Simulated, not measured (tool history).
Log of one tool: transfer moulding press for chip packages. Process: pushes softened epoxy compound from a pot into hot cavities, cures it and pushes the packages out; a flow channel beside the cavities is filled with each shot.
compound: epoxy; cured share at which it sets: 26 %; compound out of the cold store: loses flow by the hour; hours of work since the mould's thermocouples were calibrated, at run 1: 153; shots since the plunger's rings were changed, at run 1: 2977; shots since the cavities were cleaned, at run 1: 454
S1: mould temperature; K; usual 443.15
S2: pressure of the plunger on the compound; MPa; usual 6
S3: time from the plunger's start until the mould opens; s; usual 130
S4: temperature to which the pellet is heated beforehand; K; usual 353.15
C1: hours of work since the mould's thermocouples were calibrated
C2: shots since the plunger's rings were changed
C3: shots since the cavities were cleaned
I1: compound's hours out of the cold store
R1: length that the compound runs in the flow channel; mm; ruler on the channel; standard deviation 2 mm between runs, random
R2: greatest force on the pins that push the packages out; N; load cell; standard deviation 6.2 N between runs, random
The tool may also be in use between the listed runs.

run,day,S1,S2,S3,S4,C1,C2,C3,I1,R1,R2
1,0,443.15,6,130,353.15,153,2977,454,31,542,434
# day 1.804: cavities cleaned with cleaning compound and waxed
2,3.412,443.15,6,130,353.15,217,3932,458,28.3,542,412
# day 5.279: cavities cleaned with cleaning compound and waxed
3,6.458,443.15,6,130,354.15,274,4785,337,39.8,506,386
# day 7.904: plunger's sealing rings changed
# day 8.854: cavities cleaned with cleaning compound and waxed
4,8.854,443.15,6,130,354.15,316,253,0,28.9,575,239
# day 12.3: cavities cleaned with cleaning compound and waxed
5,12.362,443.15,6,130,354.15,382,1236,17,45,521,248
# day 15.588: cavities cleaned with cleaning compound and waxed
6,15.588,443.15,6,150,353.15,442,2138,0,45,519,224
7,17.721,443.15,6,150,353.15,483,2748,610,23.9,566,428
# day 18.967: cavities cleaned with cleaning compound and waxed
8,19.779,443.15,6,150,353.15,521,3316,232,19.6,577,321
# day 22.308: cavities cleaned with cleaning compound and waxed
9,22.479,443.15,6,150,353.15,571,4069,49,21.8,562,253
# day 25.788: cavities cleaned with cleaning compound and waxed
# day 26.738: plunger's sealing rings changed
10,26.879,443.15,6,150,353.15,652,41,282,8.8,645,360
11,28.875,443.15,6,150,353.15,690,610,851,27.5,580,466
# day 29.204: cavities cleaned with cleaning compound and waxed
# day 30.604: mould's thermocouples calibrated
12,31.108,443.15,6,150,353.15,10,1206,519,42.6,527,406
# day 32.642: cavities cleaned with cleaning compound and waxed
13,34.75,443.15,6,150,353.15,78,2227,601,19.9,582,413
# day 36.221: cavities cleaned with cleaning compound and waxed
14,38.238,443.15,6,150,353.15,143,3205,576,44.3,507,439
# day 39.55: cavities cleaned with cleaning compound and waxed
15,42.121,443.15,6,150,353.15,216,4294,732,31.8,532,448

Run 16 comes next. What will it give?
# day 42.942: cavities cleaned with cleaning compound and waxed
16,44.242,443.15,6,150,353.15,255,4882,371,47.4,?,?

{"run 16": {"R1": 489, "R2": 373}}
Minus the tool's unlogged condition, the same run would have read R1 527 mm, R2 226 N.
